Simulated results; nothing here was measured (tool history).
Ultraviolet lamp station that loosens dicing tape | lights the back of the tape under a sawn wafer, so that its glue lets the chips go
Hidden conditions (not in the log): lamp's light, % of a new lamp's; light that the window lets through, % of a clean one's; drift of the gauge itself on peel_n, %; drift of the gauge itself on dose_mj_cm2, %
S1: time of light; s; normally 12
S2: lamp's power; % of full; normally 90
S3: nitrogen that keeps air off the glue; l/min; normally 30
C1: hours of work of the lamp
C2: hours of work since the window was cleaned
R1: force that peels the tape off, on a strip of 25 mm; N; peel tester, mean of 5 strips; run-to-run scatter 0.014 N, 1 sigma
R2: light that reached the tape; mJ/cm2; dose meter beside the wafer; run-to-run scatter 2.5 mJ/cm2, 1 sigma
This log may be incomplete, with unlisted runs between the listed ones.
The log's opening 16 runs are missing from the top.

Run 17, day 20.588: usual settings but S1 7 s; C1 532; C2 99. Result: R1 2.269 N, R2 134 mJ/cm2.
Run 18, day 21.667: usual settings but S1 7 s; C1 548; C2 116. Result: R1 2.313 N, R2 133 mJ/cm2.
Run 19, day 23.196: usual settings; C1 572; C2 139. Result: R1 1.129 N, R2 227 mJ/cm2.
Run 20, day 24.629: usual settings; C1 594; C2 161. Result: R1 1.123 N, R2 219 mJ/cm2.
Run 21, day 25.625: usual settings but S1 7 s; C1 609; C2 177. Result: R1 2.517 N, R2 126 mJ/cm2.
Run 22, day 26.962: usual settings but S1 10 s, S2 68 % of full, S3 37 l/min; C1 630; C2 197. Result: R1 2.342 N, R2 134 mJ/cm2.
Run 23, day 28.454: usual settings but S1 10 s, S2 68 % of full, S3 37 l/min; C1 652; C2 220. Result: R1 2.273 N, R2 134 mJ/cm2.
Run 24, day 29.921: usual settings but S1 16 s, S2 71 % of full, S3 31 l/min; C1 675; C2 242. Result: R1 1.257 N, R2 215 mJ/cm2.
At day 30.746: window cleaned of glue's vapour.
Run 25, day 30.762: usual settings but S3 31 l/min; C1 688; C2 0. Result: R1 1.161 N, R2 221 mJ/cm2.
Run 26, day 32.488: usual settings but S1 17 s, S3 20 l/min; C1 714; C2 27. Result: R1 0.757 N, R2 303 mJ/cm2.
Run 27, day 33.562: usual settings but S1 17 s, S3 20 l/min; C1 730; C2 43. Result: R1 0.778 N, R2 298 mJ/cm2.
Run 28, day 35.238: usual settings but S2 79 % of full; C1 756; C2 69. Result: R1 1.554 N, R2 180 mJ/cm2.
Run 29, day 36.121: usual settings but S2 100 % of full, S3 10 l/min; C1 770; C2 82. Result: R1 1.593 N, R2 223 mJ/cm2.
Run 30, day 37.771: usual settings but S2 85 % of full, S3 20 l/min; C1 795; C2 108. Result: R1 1.641 N, R2 185 mJ/cm2.
Run 31, day 38.754: usual settings but S2 65 % of full, S3 29 l/min; C1 810; C2 123. Result: R1 2.160 N, R2 143 mJ/cm2.
At day 40.092: lamp changed.
Run 32, day 40.233: usual settings but S1 14 s, S2 63 % of full, S3 10 l/min; C1 2; C2 145. Result: R1 1.535 N, R2 233 mJ/cm2.
Run 33, day 41.308: usual settings but S1 22 s, S2 85 % of full, S3 19 l/min; C1 19; C2 161. Result: R1 0.345 N, R2 501 mJ/cm2.
Run 34, day 42.388: usual settings but S1 22 s, S2 85 % of full, S3 19 l/min; C1 35; C2 178. Result: R1 0.357 N, R2 486 mJ/cm2.
Run 35, day 43.842: usual settings but S1 22 s, S2 85 % of full, S3 19 l/min; C1 57; C2 200. Result: R1 0.376 N, R2 480 mJ/cm2.
Run 36, day 44.754: usual settings but S2 64 % of full; C1 71; C2 214. Result: R1 1.428 N, R2 190 mJ/cm2.
Run 37, day 45.750: usual settings but S2 64 % of full; C1 87; C2 229. Result: R1 1.462 N, R2 187 mJ/cm2.
Run 38, day 47.333: usual settings but S2 64 % of full; C1 111; C2 254. Result: R1 1.526 N, R2 189 mJ/cm2.
At day 47.438: window cleaned of glue's vapour.
Run 39, day 48.646: usual settings but S1 15 s, S2 94 % of full, S3 14 l/min; C1 131; C2 19. Result: R1 0.604 N, R2 376 mJ/cm2.
Run 40, day 49.733: usual settings but S2 64 % of full, S3 12 l/min; C1 147; C2 35. Result: R1 1.810 N, R2 208 mJ/cm2.
Run 41, day 51.133: usual settings but S1 21 s, S2 64 % of full, S3 12 l/min; C1 169; C2 57. Result: R1 0.769 N, R2 349 mJ/cm2.

Forecast each of these 4 alternatives for the next run:
Run A, day 52.625: usual settings but S1 7 s, S2 82 % of full, S3 33 l/min; C1 192; C2 80. Result: R1 ?, R2 ?.
Run B, day 52.625: usual settings but S2 65 % of full, S3 18 l/min; C1 192; C2 80. Result: R1 ?, R2 ?.
Run C, day 52.625: usual settings but S1 10 s, S2 83 % of full, S3 10 l/min; C1 192; C2 80. Result: R1 ?, R2 ?.
Run D, day 52.625: usual settings but S2 71 % of full; C1 192; C2 80. Result: R1 ?, R2 ?.

run     R1   R2
  A  2.052  150
  B  1.605  198
  C  1.835  209
  D  1.258  219
The same runs, with their run-to-run variation unchanged, on a tool lacking any hidden condition would have given:
run     R1   R2
  A  1.754  169
  B  1.339  224
  C  1.544  236
  D  1.026  247
